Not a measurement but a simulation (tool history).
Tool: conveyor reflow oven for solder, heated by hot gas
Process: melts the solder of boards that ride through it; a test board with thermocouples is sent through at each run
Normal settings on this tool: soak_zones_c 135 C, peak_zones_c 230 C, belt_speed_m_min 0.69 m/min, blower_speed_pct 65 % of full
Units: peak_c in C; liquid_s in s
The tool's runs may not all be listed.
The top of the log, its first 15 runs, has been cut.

Run 16, hour 219.7: usual settings but belt_speed_m_min 0.712 m/min. Result: peak_c 217.4 C, liquid_s 37.4 s.
Run 17, hour 237.8: usual settings but belt_speed_m_min 0.712 m/min. Result: peak_c 217 C, liquid_s 37.9 s.
Run 18, hour 254.2: usual settings but peak_zones_c 220 C, blower_speed_pct 63 % of full. Result: peak_c 208.8 C, liquid_s 34 s.
At hour 262: thermocouples of zones 6 and 7 changed.
Run 19, hour 264.9: usual settings but soak_zones_c 130 C, belt_speed_m_min 0.818 m/min. Result: peak_c 209.3 C, liquid_s 26.8 s.
Run 20, hour 278.8: usual settings but soak_zones_c 126 C, belt_speed_m_min 0.653 m/min. Result: peak_c 215.6 C, liquid_s 39 s.
Run 21, hour 287.3: usual settings but soak_zones_c 126 C, belt_speed_m_min 0.653 m/min. Result: peak_c 216.4 C, liquid_s 39.2 s.
Run 22, hour 297.6: usual settings but belt_speed_m_min 0.553 m/min, blower_speed_pct 74 % of full. Result: peak_c 223 C, liquid_s 53.7 s.
Run 23, hour 309.8: usual settings but soak_zones_c 128 C, belt_speed_m_min 0.657 m/min, blower_speed_pct 86 % of full. Result: peak_c 220.2 C, liquid_s 41.9 s.
Run 24, hour 325.6: usual settings but soak_zones_c 128 C, belt_speed_m_min 0.657 m/min, blower_speed_pct 76 % of full. Result: peak_c 218.6 C, liquid_s 40.8 s.
Run 25, hour 343.7: usual settings but soak_zones_c 128 C, belt_speed_m_min 0.597 m/min, blower_speed_pct 78 % of full. Result: peak_c 220.6 C, liquid_s 47.3 s.
Run 26, hour 360.1: usual settings but soak_zones_c 128 C, belt_speed_m_min 0.553 m/min, blower_speed_pct 89 % of full. Result: peak_c 224.4 C, liquid_s 52.9 s.
Run 27, hour 372.9: usual settings but soak_zones_c 128 C, peak_zones_c 241 C, belt_speed_m_min 0.553 m/min, blower_speed_pct 66 % of full. Result: peak_c 231.3 C, liquid_s 55.4 s.
Run 28, hour 384.7: usual settings but soak_zones_c 147 C, peak_zones_c 241 C, belt_speed_m_min 0.553 m/min, blower_speed_pct 78 % of full. Result: peak_c 234.3 C, liquid_s 61.1 s.
Run 29, hour 398.3: usual settings but soak_zones_c 147 C, peak_zones_c 241 C, belt_speed_m_min 0.553 m/min, blower_speed_pct 78 % of full. Result: peak_c 234.6 C, liquid_s 61.3 s.
Run 30, hour 413: usual settings but soak_zones_c 147 C, peak_zones_c 241 C, belt_speed_m_min 0.569 m/min, blower_speed_pct 89 % of full. Result: peak_c 235.2 C, liquid_s 59.7 s.
Run 31, hour 423.4: usual settings but soak_zones_c 147 C, peak_zones_c 241 C, belt_speed_m_min 0.569 m/min, blower_speed_pct 89 % of full. Result: peak_c 235.9 C, liquid_s 59.8 s.

Below are 3 alternative next runs, each starting from the tool's condition after run 31. Predict each:
Run A, hour 434.9: usual settings but peak_zones_c 241 C, belt_speed_m_min 0.701 m/min, blower_speed_pct 57 % of full. Result: peak_c ?, liquid_s ?.
Run B, hour 434.9: usual settings but soak_zones_c 141 C, peak_zones_c 237 C, belt_speed_m_min 0.615 m/min, blower_speed_pct 89 % of full. Result: peak_c ?, liquid_s ?.
Run C, hour 434.9: usual settings but soak_zones_c 138 C, peak_zones_c 241 C, belt_speed_m_min 0.777 m/min, blower_speed_pct 59 % of full. Result: peak_c ?, liquid_s ?.

run  peak_c  liquid_s
  A     223      40.8
  B   229.8      51.8
  C   220.5      35.7
What these runs would have given with no unlogged condition in the tool:
run  peak_c  liquid_s
  A   223.8        41
  B   230.5      51.8
  C   221.4        36

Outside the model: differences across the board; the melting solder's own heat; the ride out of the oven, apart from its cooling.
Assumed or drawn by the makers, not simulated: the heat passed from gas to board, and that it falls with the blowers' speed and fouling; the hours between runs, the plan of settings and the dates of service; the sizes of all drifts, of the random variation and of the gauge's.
